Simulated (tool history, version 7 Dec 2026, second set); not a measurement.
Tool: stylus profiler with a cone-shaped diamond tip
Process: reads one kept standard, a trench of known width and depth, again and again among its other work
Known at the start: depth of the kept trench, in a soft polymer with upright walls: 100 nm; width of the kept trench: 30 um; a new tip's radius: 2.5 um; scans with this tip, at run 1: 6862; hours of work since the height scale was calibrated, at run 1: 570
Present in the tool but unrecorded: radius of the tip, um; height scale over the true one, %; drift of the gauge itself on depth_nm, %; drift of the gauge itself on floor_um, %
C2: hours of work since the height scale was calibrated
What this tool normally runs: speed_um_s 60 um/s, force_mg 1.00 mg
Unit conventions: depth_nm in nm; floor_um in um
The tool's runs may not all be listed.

Run 1, day 0.000: usual settings; scans with this tip 6862; C2 570. Result: depth_nm 100.62 nm, floor_um 27.87 um.
Run 2, day 0.412: usual settings; scans with this tip 6917; C2 575. Result: depth_nm 100.50 nm, floor_um 27.91 um.
Run 3, day 1.179: usual settings; scans with this tip 7020; C2 583. Result: depth_nm 100.64 nm, floor_um 27.93 um.
Run 4, day 1.954: usual settings; scans with this tip 7124; C2 592. Result: depth_nm 100.48 nm, floor_um 27.89 um.
Run 5, day 2.554: usual settings; scans with this tip 7204; C2 599. Result: depth_nm 100.55 nm, floor_um 27.89 um.
Run 6, day 3.088: usual settings; scans with this tip 7275; C2 605. Result: depth_nm 100.59 nm, floor_um 27.89 um.
Run 7, day 3.612: usual settings but force_mg 1.24 mg; scans with this tip 7346; C2 610. Result: depth_nm 100.74 nm, floor_um 27.93 um.
Run 8, day 4.333: usual settings but force_mg 0.55 mg; scans with this tip 7442; C2 618. Result: depth_nm 100.31 nm, floor_um 27.79 um.
Run 9, day 5.121: usual settings; scans with this tip 7548; C2 627. Result: depth_nm 100.66 nm, floor_um 27.80 um.
Run 10, day 5.658: usual settings; scans with this tip 7619; C2 633. Result: depth_nm 100.46 nm, floor_um 27.84 um.
Run 11, day 6.196: usual settings but speed_um_s 167 um/s; scans with this tip 7691; C2 639. Result: depth_nm 100.64 nm, floor_um 26.98 um.
Run 12, day 6.658: usual settings but speed_um_s 36 um/s; scans with this tip 7753; C2 644. Result: depth_nm 100.54 nm, floor_um 28.03 um.
Run 13, day 7.429: usual settings but speed_um_s 36 um/s; scans with this tip 7857; C2 653. Result: depth_nm 100.62 nm, floor_um 28.10 um.
Run 14, day 7.908: usual settings but speed_um_s 47 um/s; scans with this tip 7921; C2 658. Result: depth_nm 100.54 nm, floor_um 27.98 um.
Run 15, day 8.650: usual settings but speed_um_s 47 um/s; scans with this tip 8020; C2 667. Result: depth_nm 100.64 nm, floor_um 27.96 um.
Run 16, day 9.192: usual settings but speed_um_s 19 um/s, force_mg 0.80 mg; scans with this tip 8092; C2 673. Result: depth_nm 100.42 nm, floor_um 28.12 um.
Run 17, day 9.929: usual settings but speed_um_s 236 um/s, force_mg 1.80 mg; scans with this tip 8191; C2 681. Result: depth_nm 100.89 nm, floor_um 26.88 um.
Run 18, day 10.438: usual settings but speed_um_s 20 um/s, force_mg 0.49 mg; scans with this tip 8259; C2 686. Result: depth_nm 100.29 nm, floor_um 28.07 um.
Run 19, day 11.004: usual settings but speed_um_s 50 um/s, force_mg 2.07 mg; scans with this tip 8335; C2 693. Result: depth_nm 100.97 nm, floor_um 28.09 um.
Run 20, day 11.796: usual settings but speed_um_s 50 um/s, force_mg 2.07 mg; scans with this tip 8441; C2 701. Result: depth_nm 101.06 nm, floor_um 28.15 um.
Run 21, day 12.350: usual settings but speed_um_s 122 um/s, force_mg 2.01 mg; scans with this tip 8515; C2 708. Result: depth_nm 100.96 nm, floor_um 27.61 um.
Run 22, day 12.783: usual settings but force_mg 0.91 mg; scans with this tip 8573; C2 712. Result: depth_nm 100.56 nm, floor_um 27.78 um.
Run 23, day 13.379: usual settings but speed_um_s 112 um/s, force_mg 0.44 mg; scans with this tip 8653; C2 719. Result: depth_nm 100.15 nm, floor_um 27.02 um.
Run 24, day 13.900: usual settings but speed_um_s 124 um/s, force_mg 0.53 mg; scans with this tip 8723; C2 725. Result: depth_nm 100.34 nm, floor_um 26.91 um.
Run 25, day 14.400: usual settings but speed_um_s 23 um/s, force_mg 2.93 mg; scans with this tip 8790; C2 730. Result: depth_nm 101.35 nm, floor_um 28.23 um.
Run 26, day 15.142: usual settings but speed_um_s 26 um/s, force_mg 2.63 mg; scans with this tip 8889; C2 739. Result: depth_nm 101.19 nm, floor_um 28.21 um.
Run 27, day 15.883: usual settings but speed_um_s 49 um/s, force_mg 0.82 mg; scans with this tip 8988; C2 747. Result: depth_nm 100.42 nm, floor_um 27.88 um.
Run 28, day 16.454: usual settings but speed_um_s 49 um/s, force_mg 0.82 mg; scans with this tip 9064; C2 753. Result: depth_nm 100.42 nm, floor_um 27.84 um.

Expected results for the next run?
Run 29, day 17.225: usual settings but speed_um_s 53 um/s, force_mg 0.39 mg; scans with this tip 9168; C2 762. Result: depth_nm ?, floor_um ?.

depth_nm: 100.18 nm
floor_um: 27.61 um
With the hidden condition absent and the run-to-run variation left alone, this run would have shown depth_nm 100.42 nm, floor_um 27.89 um.
